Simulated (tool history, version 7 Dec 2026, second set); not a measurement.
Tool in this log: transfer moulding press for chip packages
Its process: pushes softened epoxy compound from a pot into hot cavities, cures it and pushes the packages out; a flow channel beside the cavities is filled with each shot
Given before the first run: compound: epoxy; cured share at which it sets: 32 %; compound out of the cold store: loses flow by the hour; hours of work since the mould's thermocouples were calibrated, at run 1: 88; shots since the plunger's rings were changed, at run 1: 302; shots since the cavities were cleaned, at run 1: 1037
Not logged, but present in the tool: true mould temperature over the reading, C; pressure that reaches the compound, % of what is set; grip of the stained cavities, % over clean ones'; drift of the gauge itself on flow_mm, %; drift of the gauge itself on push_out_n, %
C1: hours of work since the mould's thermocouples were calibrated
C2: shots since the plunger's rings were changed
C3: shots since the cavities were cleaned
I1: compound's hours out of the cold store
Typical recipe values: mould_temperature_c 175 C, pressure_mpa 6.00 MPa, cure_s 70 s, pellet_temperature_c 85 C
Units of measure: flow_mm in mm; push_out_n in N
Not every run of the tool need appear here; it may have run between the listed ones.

Run 1, hour 0.0: usual settings; C1 88; C2 302; C3 1037; I1 9.7. Result: flow_mm 710 mm, push_out_n 455 N.
At hour 9.3: cavities cleaned with cleaning compound and waxed.
Run 2, hour 11.1: usual settings; C1 92; C2 419; C3 22; I1 47.7. Result: flow_mm 606 mm, push_out_n 393 N.
Run 3, hour 22.4: usual settings; C1 98; C2 556; C3 159; I1 31.9. Result: flow_mm 647 mm, push_out_n 404 N.
Run 4, hour 30.2: usual settings; C1 101; C2 651; C3 254; I1 35.1. Result: flow_mm 642 mm, push_out_n 416 N.
Run 5, hour 41.2: usual settings; C1 106; C2 785; C3 388; I1 39.6. Result: flow_mm 628 mm, push_out_n 385 N.
Run 6, hour 49.7: usual settings; C1 110; C2 888; C3 491; I1 41.6. Result: flow_mm 620 mm, push_out_n 399 N.
Run 7, hour 54.8: usual settings but cure_s 69 s; C1 113; C2 949; C3 552; I1 42.9. Result: flow_mm 622 mm, push_out_n 420 N.
Run 8, hour 65.2: usual settings but cure_s 69 s; C1 118; C2 1076; C3 679; I1 34.5. Result: flow_mm 641 mm, push_out_n 441 N.
Run 9, hour 74.0: usual settings but cure_s 69 s; C1 122; C2 1182; C3 785; I1 24.4. Result: flow_mm 670 mm, push_out_n 448 N.
Run 10, hour 86.2: usual settings but cure_s 69 s; C1 127; C2 1331; C3 934; I1 43.7. Result: flow_mm 618 mm, push_out_n 437 N.
Run 11, hour 96.5: usual settings but cure_s 69 s, pellet_temperature_c 92 C; C1 132; C2 1455; C3 1058; I1 29.3. Result: flow_mm 655 mm, push_out_n 415 N.
At hour 104.5: cavities cleaned with cleaning compound and waxed.
Run 12, hour 109.7: usual settings; C1 138; C2 1598; C3 63; I1 43.8. Result: flow_mm 617 mm, push_out_n 394 N.
Run 13, hour 118.8: usual settings; C1 142; C2 1709; C3 174; I1 16.1. Result: flow_mm 692 mm, push_out_n 444 N.
Run 14, hour 128.7: usual settings; C1 146; C2 1829; C3 294; I1 32.1. Result: flow_mm 647 mm, push_out_n 413 N.
Run 15, hour 136.8: usual settings but cure_s 58 s; C1 150; C2 1927; C3 392; I1 34.3. Result: flow_mm 644 mm, push_out_n 701 N.
Run 16, hour 147.0: usual settings but cure_s 58 s; C1 155; C2 2052; C3 517; I1 44.0. Result: flow_mm 619 mm, push_out_n 681 N.
Run 17, hour 154.6: usual settings but cure_s 58 s; C1 158; C2 2143; C3 608; I1 28.7. Result: flow_mm 655 mm, push_out_n 714 N.
Run 18, hour 160.7: usual settings but cure_s 58 s; C1 161; C2 2218; C3 683; I1 26.4. Result: flow_mm 667 mm, push_out_n 742 N.
Run 19, hour 172.0: usual settings but mould_temperature_c 171 C, pressure_mpa 6.59 MPa, cure_s 73 s, pellet_temperature_c 95 C; C1 166; C2 2354; C3 819; I1 40.0. Result: flow_mm 662 mm, push_out_n 445 N.
Run 20, hour 180.4: usual settings but pressure_mpa 5.64 MPa, cure_s 98 s, pellet_temperature_c 86 C; C1 170; C2 2457; C3 922; I1 15.1. Result: flow_mm 670 mm, push_out_n 275 N.
Run 21, hour 190.1: usual settings but mould_temperature_c 180 C, pellet_temperature_c 88 C; C1 175; C2 2575; C3 1040; I1 11.3. Result: flow_mm 696 mm, push_out_n 339 N.
At hour 199.1: cavities cleaned with cleaning compound and waxed.
Run 22, hour 203.1: usual settings but mould_temperature_c 178 C, pellet_temperature_c 86 C; C1 180; C2 2714; C3 48; I1 10.1. Result: flow_mm 708 mm, push_out_n 366 N.
Run 23, hour 215.4: usual settings but mould_temperature_c 180 C, pressure_mpa 7.25 MPa, pellet_temperature_c 92 C; C1 186; C2 2864; C3 198; I1 18.7. Result: flow_mm 743 mm, push_out_n 329 N.
Run 24, hour 223.6: usual settings but mould_temperature_c 171 C, pressure_mpa 7.25 MPa, pellet_temperature_c 79 C; C1 190; C2 2963; C3 297; I1 40.9. Result: flow_mm 696 mm, push_out_n 548 N.
Run 25, hour 231.9: usual settings but mould_temperature_c 167 C, cure_s 80 s; C1 194; C2 3064; C3 398; I1 11.1. Result: flow_mm 723 mm, push_out_n 521 N.
Run 26, hour 240.3: usual settings but mould_temperature_c 167 C, cure_s 80 s; C1 198; C2 3165; C3 499; I1 30.7. Result: flow_mm 670 mm, push_out_n 499 N.
Run 27, hour 247.4: usual settings but mould_temperature_c 179 C, pressure_mpa 5.13 MPa, cure_s 95 s, pellet_temperature_c 82 C; C1 201; C2 3252; C3 586; I1 35.0. Result: flow_mm 588 mm, push_out_n 284 N.
Run 28, hour 259.7: usual settings but cure_s 91 s; C1 207; C2 3402; C3 736; I1 24.5. Result: flow_mm 668 mm, push_out_n 274 N.

4 ways to go on from here, each from the tool as it stands after run 28. What would each give?
Run A, hour 266.7: usual settings but mould_temperature_c 176 C, cure_s 79 s, pellet_temperature_c 77 C; C1 210; C2 3486; C3 820; I1 26.1. Result: flow_mm ?, push_out_n ?.
Run B, hour 266.7: usual settings but mould_temperature_c 168 C, cure_s 91 s; C1 210; C2 3486; C3 820; I1 16.2. Result: flow_mm ?, push_out_n ?.
Run C, hour 266.7: usual settings but pressure_mpa 6.77 MPa; C1 210; C2 3486; C3 820; I1 10.1. Result: flow_mm ?, push_out_n ?.
Run D, hour 266.7: usual settings but cure_s 56 s, pellet_temperature_c 86 C; C1 210; C2 3486; C3 820; I1 25.2. Result: flow_mm ?, push_out_n ?.

run  flow_mm  push_out_n
  A      664         327
  B      705         375
  C      757         448
  D      661         782
Take away the tool's hidden state, keep each run's random variation, and the runs would have read:
run  flow_mm  push_out_n
  A      665         322
  B      706         369
  C      757         441
  D      662         770
